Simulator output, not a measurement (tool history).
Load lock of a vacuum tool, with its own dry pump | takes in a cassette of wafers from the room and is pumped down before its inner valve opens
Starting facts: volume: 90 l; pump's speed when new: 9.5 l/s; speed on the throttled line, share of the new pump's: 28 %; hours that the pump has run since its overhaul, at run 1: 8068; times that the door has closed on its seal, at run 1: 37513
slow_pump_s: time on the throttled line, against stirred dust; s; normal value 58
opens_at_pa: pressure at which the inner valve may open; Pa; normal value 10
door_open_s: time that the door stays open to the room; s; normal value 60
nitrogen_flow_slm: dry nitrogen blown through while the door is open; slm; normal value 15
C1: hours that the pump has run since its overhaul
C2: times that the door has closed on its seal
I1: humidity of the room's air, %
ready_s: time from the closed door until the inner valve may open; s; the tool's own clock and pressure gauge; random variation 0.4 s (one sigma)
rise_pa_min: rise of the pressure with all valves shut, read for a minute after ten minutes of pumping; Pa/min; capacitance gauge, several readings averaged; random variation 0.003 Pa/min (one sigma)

{"run": 1, "day": 0.0, "slow_pump_s": 58, "opens_at_pa": 10, "door_open_s": 60, "nitrogen_flow_slm": 15, "C1": 8068, "C2": 37513, "I1": 40.2, "ready_s": 129.2, "rise_pa_min": 0.032}
{"run": 2, "day": 4.325, "slow_pump_s": 58, "opens_at_pa": 13, "door_open_s": 60, "nitrogen_flow_slm": 15, "C1": 8172, "C2": 37840, "I1": 41.2, "ready_s": 127, "rise_pa_min": 0.033}
{"run": 3, "day": 11.862, "slow_pump_s": 58, "opens_at_pa": 13, "door_open_s": 60, "nitrogen_flow_slm": 15, "C1": 8353, "C2": 38410, "I1": 47.5, "ready_s": 126.4, "rise_pa_min": 0.045}
{"run": 4, "day": 18.55, "slow_pump_s": 58, "opens_at_pa": 10, "door_open_s": 60, "nitrogen_flow_slm": 15, "C1": 8513, "C2": 38916, "I1": 46.9, "ready_s": 129.4, "rise_pa_min": 0.042}
{"run": 5, "day": 27.438, "slow_pump_s": 58, "opens_at_pa": 10, "door_open_s": 60, "nitrogen_flow_slm": 15, "C1": 8726, "C2": 39587, "I1": 44.9, "ready_s": 129.2, "rise_pa_min": 0.038}
{"run": 6, "day": 35.779, "slow_pump_s": 68, "opens_at_pa": 10, "door_open_s": 60, "nitrogen_flow_slm": 15, "C1": 8927, "C2": 40218, "I1": 45, "ready_s": 136.5, "rise_pa_min": 0.04}
{"run": 7, "day": 41.321, "slow_pump_s": 58, "opens_at_pa": 10, "door_open_s": 201, "nitrogen_flow_slm": 15, "C1": 9060, "C2": 40637, "I1": 48, "ready_s": 129.6, "rise_pa_min": 0.079}
{"run": 8, "day": 47.888, "slow_pump_s": 58, "opens_at_pa": 10, "door_open_s": 201, "nitrogen_flow_slm": 15, "C1": 9217, "C2": 41133, "I1": 46.6, "ready_s": 128.7, "rise_pa_min": 0.082}
{"run": 9, "day": 53.833, "slow_pump_s": 58, "opens_at_pa": 10, "door_open_s": 201, "nitrogen_flow_slm": 15, "C1": 9360, "C2": 41583, "I1": 49.1, "ready_s": 129.1, "rise_pa_min": 0.086}
{"run": 10, "day": 61.183, "slow_pump_s": 86, "opens_at_pa": 10, "door_open_s": 201, "nitrogen_flow_slm": 15, "C1": 9536, "C2": 42138, "I1": 44.6, "ready_s": 149.5, "rise_pa_min": 0.083}
{"run": 11, "day": 67.704, "slow_pump_s": 58, "opens_at_pa": 10, "door_open_s": 60, "nitrogen_flow_slm": 15, "C1": 9693, "C2": 42631, "I1": 44.6, "ready_s": 129.5, "rise_pa_min": 0.035}
{"run": 12, "day": 72.508, "slow_pump_s": 58, "opens_at_pa": 10, "door_open_s": 60, "nitrogen_flow_slm": 15, "C1": 9808, "C2": 42994, "I1": 45.5, "ready_s": 129.9, "rise_pa_min": 0.044}
{"run": 13, "day": 76.879, "slow_pump_s": 58, "opens_at_pa": 10, "door_open_s": 60, "nitrogen_flow_slm": 15, "C1": 9913, "C2": 43325, "I1": 44, "ready_s": 128.9, "rise_pa_min": 0.037}
{"run": 14, "day": 85.546, "slow_pump_s": 58, "opens_at_pa": 10, "door_open_s": 60, "nitrogen_flow_slm": 15, "C1": 10121, "C2": 43979, "I1": 41.3, "ready_s": 130, "rise_pa_min": 0.036}
{"run": 15, "day": 93.967, "slow_pump_s": 58, "opens_at_pa": 10, "door_open_s": 60, "nitrogen_flow_slm": 15, "C1": 10323, "C2": 44616, "I1": 45.9, "ready_s": 129.4, "rise_pa_min": 0.035}
{"run": 16, "day": 101.462, "slow_pump_s": 58, "opens_at_pa": 10, "door_open_s": 60, "nitrogen_flow_slm": 15, "C1": 10503, "C2": 45183, "I1": 47.2, "ready_s": 129.1, "rise_pa_min": 0.038}
{"run": 17, "day": 107.879, "slow_pump_s": 58, "opens_at_pa": 10, "door_open_s": 60, "nitrogen_flow_slm": 15, "C1": 10657, "C2": 45668, "I1": 43.1, "ready_s": 130, "rise_pa_min": 0.041}
{"run": 18, "day": 115.892, "slow_pump_s": 58, "opens_at_pa": 10, "door_open_s": 60, "nitrogen_flow_slm": 15, "C1": 10849, "C2": 46273, "I1": 49.6, "ready_s": 129.1, "rise_pa_min": 0.04}
{"run": 19, "day": 123.679, "slow_pump_s": 58, "opens_at_pa": 8, "door_open_s": 34, "nitrogen_flow_slm": 15, "C1": 11036, "C2": 46862, "I1": 46.4, "ready_s": 130.5, "rise_pa_min": 0.024}
{"run": 20, "day": 131.112, "slow_pump_s": 69, "opens_at_pa": 8, "door_open_s": 184, "nitrogen_flow_slm": 15, "C1": 11215, "C2": 47424, "I1": 44.4, "ready_s": 139.3, "rise_pa_min": 0.071}
{"run": 21, "day": 135.45, "slow_pump_s": 113, "opens_at_pa": 8, "door_open_s": 55, "nitrogen_flow_slm": 15, "C1": 11319, "C2": 47752, "I1": 48.2, "ready_s": 171.2, "rise_pa_min": 0.042}
{"run": 22, "day": 140.0, "slow_pump_s": 59, "opens_at_pa": 14, "door_open_s": 91, "nitrogen_flow_slm": 11, "C1": 11428, "C2": 48096, "I1": 46.4, "ready_s": 126.7, "rise_pa_min": 0.06}
{"run": 23, "day": 148.721, "slow_pump_s": 58, "opens_at_pa": 15, "door_open_s": 73, "nitrogen_flow_slm": 15, "C1": 11637, "C2": 48755, "I1": 45.6, "ready_s": 125.8, "rise_pa_min": 0.043}
{"run": 24, "day": 155.654, "slow_pump_s": 58, "opens_at_pa": 15, "door_open_s": 178, "nitrogen_flow_slm": 41, "C1": 11804, "C2": 49279, "I1": 44.5, "ready_s": 124.4, "rise_pa_min": 0.044}
{"run": 25, "day": 164.842, "slow_pump_s": 75, "opens_at_pa": 15, "door_open_s": 39, "nitrogen_flow_slm": 39, "C1": 12024, "C2": 49973, "I1": 47.4, "ready_s": 137.6, "rise_pa_min": 0.018}
{"run": 26, "day": 171.933, "slow_pump_s": 75, "opens_at_pa": 15, "door_open_s": 39, "nitrogen_flow_slm": 39, "C1": 12194, "C2": 50509, "I1": 46.9, "ready_s": 137.6, "rise_pa_min": 0.015}
{"run": 27, "day": 179.929, "slow_pump_s": 75, "opens_at_pa": 15, "door_open_s": 39, "nitrogen_flow_slm": 39, "C1": 12386, "C2": 51114, "I1": 40.3, "ready_s": 137.8, "rise_pa_min": 0.019}
{"run": 28, "day": 183.788, "slow_pump_s": 90, "opens_at_pa": 9, "door_open_s": 54, "nitrogen_flow_slm": 15, "C1": 12479, "C2": 51405, "I1": 45.7, "ready_s": 154.2, "rise_pa_min": 0.036}
{"run": 29, "day": 188.454, "slow_pump_s": 90, "opens_at_pa": 9, "door_open_s": 54, "nitrogen_flow_slm": 15, "C1": 12591, "C2": 51758, "I1": 41.1, "ready_s": 153.1, "rise_pa_min": 0.033}
{"run": 30, "day": 196.204, "slow_pump_s": 60, "opens_at_pa": 8, "door_open_s": 209, "nitrogen_flow_slm": 15, "C1": 12777, "C2": 52344, "I1": 44.7, "ready_s": 133, "rise_pa_min": 0.082}
{"run": 31, "day": 205.162, "slow_pump_s": 60, "opens_at_pa": 8, "door_open_s": 209, "nitrogen_flow_slm": 15, "C1": 12992, "C2": 53021, "I1": 46.3, "ready_s": 132.9, "rise_pa_min": 0.079}
{"run": 32, "day": 209.038, "slow_pump_s": 62, "opens_at_pa": 10, "door_open_s": 46, "nitrogen_flow_slm": 15, "C1": 13085, "C2": 53314, "I1": 45.1, "ready_s": 131.9, "rise_pa_min": 0.036}
{"run": 33, "day": 213.521, "slow_pump_s": 81, "opens_at_pa": 15, "door_open_s": 120, "nitrogen_flow_slm": 6, "C1": 13192, "C2": 53653, "I1": 43.8, "ready_s": 141, "rise_pa_min": 0.074}
{"run": 34, "day": 220.6, "slow_pump_s": 81, "opens_at_pa": 15, "door_open_s": 120, "nitrogen_flow_slm": 6, "C1": 13362, "C2": 54188, "I1": 45.8, "ready_s": 141.5, "rise_pa_min": 0.08}
{"run": 35, "day": 229.067, "slow_pump_s": 81, "opens_at_pa": 15, "door_open_s": 84, "nitrogen_flow_slm": 11, "C1": 13565, "C2": 54828, "I1": 46.1, "ready_s": 141.7, "rise_pa_min": 0.053}
{"run": 36, "day": 234.588, "slow_pump_s": 58, "opens_at_pa": 10, "door_open_s": 60, "nitrogen_flow_slm": 5, "C1": 13698, "C2": 55245, "I1": 45.5, "ready_s": 129.8, "rise_pa_min": 0.053}

3 ways to go on from here, each from the tool as it stands after run 36. What would each give?
{"run": "A", "day": 242.833, "slow_pump_s": 58, "opens_at_pa": 18, "door_open_s": 143, "nitrogen_flow_slm": 15, "C1": 13896, "C2": 55869, "I1": 43.7, "ready_s": "?", "rise_pa_min": "?"}
{"run": "B", "day": 242.833, "slow_pump_s": 58, "opens_at_pa": 10, "door_open_s": 60, "nitrogen_flow_slm": 14, "C1": 13896, "C2": 55869, "I1": 44.4, "ready_s": "?", "rise_pa_min": "?"}
{"run": "C", "day": 242.833, "slow_pump_s": 66, "opens_at_pa": 10, "door_open_s": 60, "nitrogen_flow_slm": 15, "C1": 13896, "C2": 55869, "I1": 43.2, "ready_s": "?", "rise_pa_min": "?"}

run=A ready_s=123.7 rise_pa_min=0.064
run=B ready_s=129.1 rise_pa_min=0.04
run=C ready_s=135.8 rise_pa_min=0.032
Take away the tool's hidden state, keep each run's random variation, and the runs would have read:
run=A ready_s=123.7 rise_pa_min=0.063
run=B ready_s=129 rise_pa_min=0.039
run=C ready_s=135.8 rise_pa_min=0.031
